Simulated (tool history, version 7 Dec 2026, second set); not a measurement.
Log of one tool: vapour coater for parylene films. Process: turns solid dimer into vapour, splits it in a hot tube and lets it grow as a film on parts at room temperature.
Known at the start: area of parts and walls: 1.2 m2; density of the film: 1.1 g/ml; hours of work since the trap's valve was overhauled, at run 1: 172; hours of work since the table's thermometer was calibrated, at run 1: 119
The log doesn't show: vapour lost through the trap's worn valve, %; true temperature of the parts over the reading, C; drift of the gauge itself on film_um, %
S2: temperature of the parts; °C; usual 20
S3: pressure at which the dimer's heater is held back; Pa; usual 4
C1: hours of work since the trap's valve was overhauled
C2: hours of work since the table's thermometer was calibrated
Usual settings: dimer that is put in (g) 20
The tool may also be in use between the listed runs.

run 1 hour=0 | dimer_that_is_put_in_(g)=20 S2=20 S3=4 | C1=172 C2=119 | thickness_of_the_film_(nm)=11730
run 2 hour=9.8 | dimer_that_is_put_in_(g)=20 S2=20 S3=4 | C1=179 C2=126 | thickness_of_the_film_(nm)=11690
run 3 hour=24.6 | dimer_that_is_put_in_(g)=20 S2=20 S3=4 | C1=189 C2=135 | thickness_of_the_film_(nm)=11690
run 4 hour=38.3 | dimer_that_is_put_in_(g)=20 S2=20 S3=4 | C1=197 C2=144 | thickness_of_the_film_(nm)=11620
run 5 hour=46.7 | dimer_that_is_put_in_(g)=20 S2=20 S3=4.93 | C1=203 C2=150 | thickness_of_the_film_(nm)=11080
run 6 hour=59.3 | dimer_that_is_put_in_(g)=18 S2=20 S3=4 | C1=211 C2=158 | thickness_of_the_film_(nm)=10440
run 7 hour=74 | dimer_that_is_put_in_(g)=18 S2=20 S3=4 | C1=221 C2=168 | thickness_of_the_film_(nm)=10380
run 8 hour=83.2 | dimer_that_is_put_in_(g)=20 S2=17 S3=4 | C1=227 C2=174 | thickness_of_the_film_(nm)=13180
run 9 hour=97 | dimer_that_is_put_in_(g)=20 S2=17 S3=4 | C1=236 C2=183 | thickness_of_the_film_(nm)=12810
-- hour=110.9 trap's valve overhauled
run 10 hour=113.2 | dimer_that_is_put_in_(g)=18 S2=20 S3=10.64 | C1=2 C2=191 | thickness_of_the_film_(nm)=9570
run 11 hour=119.6 | dimer_that_is_put_in_(g)=18 S2=27 S3=3.26 | C1=6 C2=195 | thickness_of_the_film_(nm)=8970
run 12 hour=133.3 | dimer_that_is_put_in_(g)=18 S2=27 S3=3.26 | C1=15 C2=204 | thickness_of_the_film_(nm)=8910
run 13 hour=146 | dimer_that_is_put_in_(g)=18 S2=27 S3=3.26 | C1=23 C2=212 | thickness_of_the_film_(nm)=8820
run 14 hour=154.6 | dimer_that_is_put_in_(g)=10 S2=31 S3=3.26 | C1=29 C2=218 | thickness_of_the_film_(nm)=4250
run 15 hour=168 | dimer_that_is_put_in_(g)=10 S2=31 S3=3.26 | C1=37 C2=226 | thickness_of_the_film_(nm)=4280
run 16 hour=174.4 | dimer_that_is_put_in_(g)=8 S2=12 S3=7.32 | C1=42 C2=231 | thickness_of_the_film_(nm)=5810

Hidden state at the last listed run before each entry between runs and at the first one after, where it differs:
Between runs 9 and 10: trap's valve overhauled (hour 110.9)
  vapour lost through the trap's worn valve, %: 8.9 -> 0.3; true temperature of the parts over the reading, C: -0.15 -> -0.16
  measured less the result without the state, thickness of the film (nm): -1160 -> +40
